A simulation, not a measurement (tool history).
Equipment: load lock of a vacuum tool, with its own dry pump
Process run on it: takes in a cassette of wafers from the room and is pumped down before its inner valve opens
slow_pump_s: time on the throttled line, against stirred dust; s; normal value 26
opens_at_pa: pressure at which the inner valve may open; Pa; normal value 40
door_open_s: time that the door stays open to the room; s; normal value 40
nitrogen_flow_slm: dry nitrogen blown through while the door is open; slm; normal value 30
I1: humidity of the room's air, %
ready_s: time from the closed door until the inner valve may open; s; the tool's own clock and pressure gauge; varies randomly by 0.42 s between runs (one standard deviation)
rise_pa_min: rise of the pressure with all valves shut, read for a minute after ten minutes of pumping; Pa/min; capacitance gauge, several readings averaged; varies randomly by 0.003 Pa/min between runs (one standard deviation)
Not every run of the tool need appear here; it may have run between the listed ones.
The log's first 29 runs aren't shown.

{"run": 30, "hour": 4558.7, "slow_pump_s": 44, "opens_at_pa": 40, "door_open_s": 40, "nitrogen_flow_slm": 5, "I1": 43.1, "ready_s": 62.8, "rise_pa_min": 0.189}
{"run": 31, "hour": 4717.6, "slow_pump_s": 44, "opens_at_pa": 40, "door_open_s": 43, "nitrogen_flow_slm": 5, "I1": 46.9, "ready_s": 62.2, "rise_pa_min": 0.201}
{"run": 32, "hour": 4845.2, "slow_pump_s": 26, "opens_at_pa": 30, "door_open_s": 47, "nitrogen_flow_slm": 30, "I1": 45.2, "ready_s": 50.8, "rise_pa_min": 0.184}
{"run": 33, "hour": 5026.1, "slow_pump_s": 26, "opens_at_pa": 30, "door_open_s": 47, "nitrogen_flow_slm": 30, "I1": 43.3, "ready_s": 51.4, "rise_pa_min": 0.194}
{"run": 34, "hour": 5230.8, "slow_pump_s": 26, "opens_at_pa": 44, "door_open_s": 40, "nitrogen_flow_slm": 30, "I1": 42.3, "ready_s": 49.0, "rise_pa_min": 0.184}
{"run": 35, "hour": 5410.5, "slow_pump_s": 26, "opens_at_pa": 76, "door_open_s": 119, "nitrogen_flow_slm": 7, "I1": 45.3, "ready_s": 47.7, "rise_pa_min": 0.234}
{"run": 36, "hour": 5544.8, "slow_pump_s": 19, "opens_at_pa": 40, "door_open_s": 40, "nitrogen_flow_slm": 30, "I1": 45.5, "ready_s": 44.9, "rise_pa_min": 0.205}
{"run": 37, "hour": 5693.2, "slow_pump_s": 22, "opens_at_pa": 31, "door_open_s": 34, "nitrogen_flow_slm": 23, "I1": 45.9, "ready_s": 48.6, "rise_pa_min": 0.194}

Predict each of these 4 candidate next runs independently; none follows another, all start after run 37:
{"run": "A", "hour": 5845.1, "slow_pump_s": 22, "opens_at_pa": 77, "door_open_s": 119, "nitrogen_flow_slm": 23, "I1": 46.0, "ready_s": "?", "rise_pa_min": "?"}
{"run": "B", "hour": 5845.1, "slow_pump_s": 33, "opens_at_pa": 40, "door_open_s": 40, "nitrogen_flow_slm": 30, "I1": 45.2, "ready_s": "?", "rise_pa_min": "?"}
{"run": "C", "hour": 5845.1, "slow_pump_s": 26, "opens_at_pa": 54, "door_open_s": 25, "nitrogen_flow_slm": 9, "I1": 44.5, "ready_s": "?", "rise_pa_min": "?"}
{"run": "D", "hour": 5845.1, "slow_pump_s": 29, "opens_at_pa": 40, "door_open_s": 175, "nitrogen_flow_slm": 14, "I1": 49.3, "ready_s": "?", "rise_pa_min": "?"}

run=A ready_s=45.3 rise_pa_min=0.219
run=B ready_s=55.9 rise_pa_min=0.206
run=C ready_s=49.2 rise_pa_min=0.208
run=D ready_s=52.0 rise_pa_min=0.238
With no hidden state in the tool, these same runs would have given:
run=A ready_s=44.1 rise_pa_min=0.030
run=B ready_s=54.8 rise_pa_min=0.015
run=C ready_s=48.1 rise_pa_min=0.022
run=D ready_s=50.9 rise_pa_min=0.053
